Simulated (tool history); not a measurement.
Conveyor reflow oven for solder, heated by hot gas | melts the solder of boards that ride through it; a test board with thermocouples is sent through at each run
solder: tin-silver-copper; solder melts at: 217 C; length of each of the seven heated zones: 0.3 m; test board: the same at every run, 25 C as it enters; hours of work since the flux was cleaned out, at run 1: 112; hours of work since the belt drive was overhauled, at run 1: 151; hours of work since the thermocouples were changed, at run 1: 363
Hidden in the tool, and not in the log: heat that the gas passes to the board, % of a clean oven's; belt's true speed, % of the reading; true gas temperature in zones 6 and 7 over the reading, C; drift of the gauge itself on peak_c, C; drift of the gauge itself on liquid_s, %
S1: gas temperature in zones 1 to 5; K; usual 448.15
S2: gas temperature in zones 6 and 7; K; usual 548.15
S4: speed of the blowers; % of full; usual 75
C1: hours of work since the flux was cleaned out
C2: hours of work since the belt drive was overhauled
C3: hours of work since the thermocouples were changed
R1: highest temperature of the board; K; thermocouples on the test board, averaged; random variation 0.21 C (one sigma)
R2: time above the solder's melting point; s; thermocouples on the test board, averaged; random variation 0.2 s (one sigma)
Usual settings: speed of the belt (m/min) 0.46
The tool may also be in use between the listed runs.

Run 1, hour 0: usual settings; C1 112; C2 151; C3 363. Result: R1 536.65 K, R2 66.8 s.
Run 2, hour 9.1: usual settings; C1 116; C2 155; C3 366. Result: R1 537.05 K, R2 66.9 s.
Run 3, hour 15.1: usual settings; C1 118; C2 157; C3 369. Result: R1 536.85 K, R2 66.9 s.
Run 4, hour 21.6: usual settings; C1 120; C2 160; C3 371. Result: R1 536.55 K, R2 67.1 s.
Run 5, hour 25.4: usual settings; C1 122; C2 161; C3 373. Result: R1 536.75 K, R2 66.6 s.
Run 6, hour 34.6: usual settings; C1 126; C2 165; C3 376. Result: R1 536.95 K, R2 67.3 s.
Run 7, hour 38.8: usual settings; C1 127; C2 167; C3 378. Result: R1 537.35 K, R2 66.4 s.
Run 8, hour 45.2: usual settings; C1 130; C2 169; C3 381. Result: R1 536.65 K, R2 66.9 s.
Run 9, hour 54.5: usual settings; C1 134; C2 173; C3 384. Result: R1 536.85 K, R2 67.1 s.
Run 10, hour 60.7: usual settings but S4 62 % of full; C1 136; C2 175; C3 387. Result: R1 533.85 K, R2 64.8 s.
Run 11, hour 65: usual settings but S4 62 % of full; C1 138; C2 177; C3 389. Result: R1 533.95 K, R2 64.8 s.
Run 12, hour 73.2: usual settings but S4 62 % of full; C1 141; C2 180; C3 392. Result: R1 533.75 K, R2 64.9 s.
Run 13, hour 78.4: usual settings but speed of the belt (m/min) 0.391, S4 62 % of full; C1 143; C2 182; C3 394. Result: R1 538.45 K, R2 79.8 s.
Run 14, hour 84.4: usual settings but speed of the belt (m/min) 0.391, S4 62 % of full; C1 146; C2 185; C3 396. Result: R1 538.55 K, R2 80.1 s.
Run 15, hour 90.4: usual settings but speed of the belt (m/min) 0.391, S4 62 % of full; C1 148; C2 187; C3 399. Result: R1 538.45 K, R2 80.1 s.
Run 16, hour 97: usual settings but speed of the belt (m/min) 0.391, S4 62 % of full; C1 151; C2 190; C3 401. Result: R1 538.45 K, R2 80.5 s.
Run 17, hour 105.9: usual settings but speed of the belt (m/min) 0.391, S4 62 % of full; C1 154; C2 193; C3 405. Result: R1 538.75 K, R2 80.7 s.
Run 18, hour 110.9: usual settings but S1 435.15 K, S2 550.15 K, speed of the belt (m/min) 0.391, S4 62 % of full; C1 156; C2 195; C3 407. Result: R1 538.75 K, R2 75.6 s.
Run 19, hour 117.9: usual settings but S2 550.15 K, speed of the belt (m/min) 0.547, S4 62 % of full; C1 159; C2 198; C3 410. Result: R1 529.35 K, R2 51.2 s.
Run 20, hour 124.6: usual settings but S1 439.15 K, S2 558.15 K, speed of the belt (m/min) 0.532, S4 66 % of full; C1 162; C2 201; C3 413. Result: R1 536.85 K, R2 54.3 s.
Run 21, hour 131.7: usual settings but S1 437.15 K, S2 560.15 K, speed of the belt (m/min) 0.404; C1 165; C2 204; C3 415. Result: R1 550.35 K, R2 79.7 s.
Run 22, hour 139.3: usual settings but S1 452.15 K, S2 537.15 K, speed of the belt (m/min) 0.414, S4 88 % of full; C1 168; C2 207; C3 418. Result: R1 531.05 K, R2 74 s.
Run 23, hour 143.5: usual settings but S1 463.15 K, S2 560.15 K; C1 169; C2 209; C3 420. Result: R1 549.45 K, R2 77.5 s.
Run 24, hour 149.3: usual settings but S1 463.15 K, S2 560.15 K; C1 172; C2 211; C3 422. Result: R1 549.75 K, R2 77.4 s.
Run 25, hour 157.5: usual settings but S1 453.15 K; C1 175; C2 214; C3 426. Result: R1 537.25 K, R2 69.2 s.
Run 26, hour 162.7: usual settings but S1 459.15 K, S2 536.15 K, speed of the belt (m/min) 0.539, S4 71 % of full; C1 177; C2 216; C3 428. Result: R1 522.15 K, R2 52 s.
Run 27, hour 169: usual settings but S1 440.15 K, S2 536.15 K, speed of the belt (m/min) 0.539, S4 52 % of full; C1 180; C2 219; C3 430. Result: R1 512.85 K, R2 36 s.
Run 28, hour 177.8: usual settings but S1 457.15 K, S2 536.15 K, speed of the belt (m/min) 0.477, S4 65 % of full; C1 183; C2 222; C3 434. Result: R1 524.25 K, R2 60.1 s.
Run 29, hour 182.6: usual settings but speed of the belt (m/min) 0.416; C1 185; C2 224; C3 436. Result: R1 539.25 K, R2 75.9 s.
Run 30, hour 187.4: usual settings but speed of the belt (m/min) 0.416; C1 187; C2 226; C3 438. Result: R1 539.35 K, R2 75.7 s.
Run 31, hour 196.2: usual settings but speed of the belt (m/min) 0.416; C1 190; C2 230; C3 441. Result: R1 539.15 K, R2 75.6 s.

The same runs without the tool's hidden state, with the same run-to-run variation:
run      R1    R2
  1  536.75  66.9
  2  537.25    67
  3  536.95    67
  4  536.75  67.2
  5  536.85  66.7
  6  537.15  67.4
  7  537.45  66.6
  8  536.85    67
  9  537.05  67.2
 10  534.05  64.9
 11  534.15  64.9
 12  533.95    65
 13  538.35  79.7
 14  538.45    80
 15  538.45    80
 16  538.35  80.5
 17  538.75  80.6
 18  538.85  75.6
 19  529.85  51.6
 20  537.45  54.6
 21  550.55  79.7
 22  531.05  74.2
 23  549.75  77.3
 24  549.95  77.2
 25  537.55  69.3
 26  522.55  52.5
 27  513.35  36.7
 28  524.45  60.4
 29  539.45    76
 30  539.45  75.8
 31  539.35  75.7

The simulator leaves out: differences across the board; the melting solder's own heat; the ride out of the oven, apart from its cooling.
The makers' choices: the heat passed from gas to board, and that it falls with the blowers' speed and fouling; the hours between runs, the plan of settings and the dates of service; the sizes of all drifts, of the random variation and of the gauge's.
